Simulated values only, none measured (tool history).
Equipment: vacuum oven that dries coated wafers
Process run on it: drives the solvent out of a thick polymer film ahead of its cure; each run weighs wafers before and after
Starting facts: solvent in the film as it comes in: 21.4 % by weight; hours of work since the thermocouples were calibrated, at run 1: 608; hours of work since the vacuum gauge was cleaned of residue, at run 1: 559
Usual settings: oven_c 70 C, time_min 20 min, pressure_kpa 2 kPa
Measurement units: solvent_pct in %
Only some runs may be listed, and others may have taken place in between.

run,day,oven_c,time_min,pressure_kpa,hours of work since the thermocouples were calibrated,hours of work since the vacuum gauge was cleaned of residue,solvent_pct
1,0,70,20,2,608,559,2.11
2,0.988,70,20,2,626,576,2.19
3,1.462,70,12,2,634,584,4.61
4,2.188,70,12,2,647,597,4.63
5,2.908,70,12,2,660,610,4.6
6,3.825,70,12,2,676,626,4.66
7,4.571,70,12,2,689,639,4.66
8,5.004,70,12,2,697,647,4.65
9,5.95,70,12,6.7,713,663,5.46
10,6.538,70,12,6.7,724,674,5.49
11,7.454,70,12,6.7,740,690,5.54
12,8.038,70,12,6.7,750,700,5.48
13,8.704,67,12,6.7,762,712,6.71
14,9.179,67,12,6.7,770,720,6.71
15,10.167,67,12,6.7,788,738,6.66
16,10.875,70,20,2,800,750,2.09
17,11.333,70,20,2,808,758,2.07
18,12.133,70,20,2,822,772,2.03
19,12.621,70,20,1.04,831,781,1.87
20,13.271,70,20,1.04,842,793,1.83
21,14.246,70,20,1.04,859,810,1.87
22,14.925,70,20,1.04,871,822,1.83
23,15.571,70,20,2,883,833,2.03
24,16.158,70,20,2,893,843,2.05
25,16.992,79,36,2,908,858,0.3
# day 17.162: oven's thermocouples calibrated
26,17.767,79,36,2,11,870,0.35
27,18.554,79,36,2,25,884,0.39
28,19.304,65,15,2,38,897,4.97
29,19.733,70,31,2,45,905,0.86
# day 20.275: oven's thermocouples calibrated, once more
30,20.4,70,28,2.95,2,915,1.71
31,20.942,70,28,1.18,12,925,1.22
32,21.862,70,20,2.55,28,941,2.61
33,22.808,70,20,2.55,45,958,2.62
34,23.458,67,21,1.72,56,969,3.21
35,24.388,64,17,2,72,986,5.54
36,25.408,76,27,2.52,91,1004,0.85
37,26.138,76,27,2.52,103,1016,0.8
38,26.908,76,19,2.52,117,1030,1.35
39,27.412,76,19,2.52,126,1039,1.36
40,28.429,76,15,2.4,144,1057,2.08
41,29.475,81,35,2.73,162,1075,0.5
42,30.138,79,17,2.73,174,1087,1.21
43,31.146,81,20,2,192,1105,0.59
44,31.825,81,20,2,204,1117,0.56
# day 32.067: vacuum gauge cleaned of residue and calibrated
45,32.312,81,20,2.49,211,4,0.63
46,33.179,72,12,6.02,226,20,4.93

Entry by entry between the runs, the difference in hidden state between the last listed run before and the first listed run after:
After run 25, before run 26: oven's thermocouples calibrated (day 17.162)
  true wafer temperature over the reading, C: 1.82 -> 2.15; true pressure over the reading, kPa: 0.301 -> 0.306
  the result without the hidden state subtracted from the measured one, solvent_pct: +0.02 -> +0.01 %
After run 29, before run 30: oven's thermocouples calibrated, once more (day 20.275)
  true wafer temperature over the reading, C: 2.21 -> -0.05; true pressure over the reading, kPa: 0.319 -> 0.323
  the result without the hidden state subtracted from the measured one, solvent_pct: -0.21 -> +0.09 %
After run 44, before run 45: vacuum gauge cleaned of residue and calibrated (day 32.067)
  true wafer temperature over the reading, C: 0.29 -> 0.3; true pressure over the reading, kPa: 0.394 -> 0.009
  the result without the hidden state subtracted from the measured one, solvent_pct: +0.04 -> -0.02 %
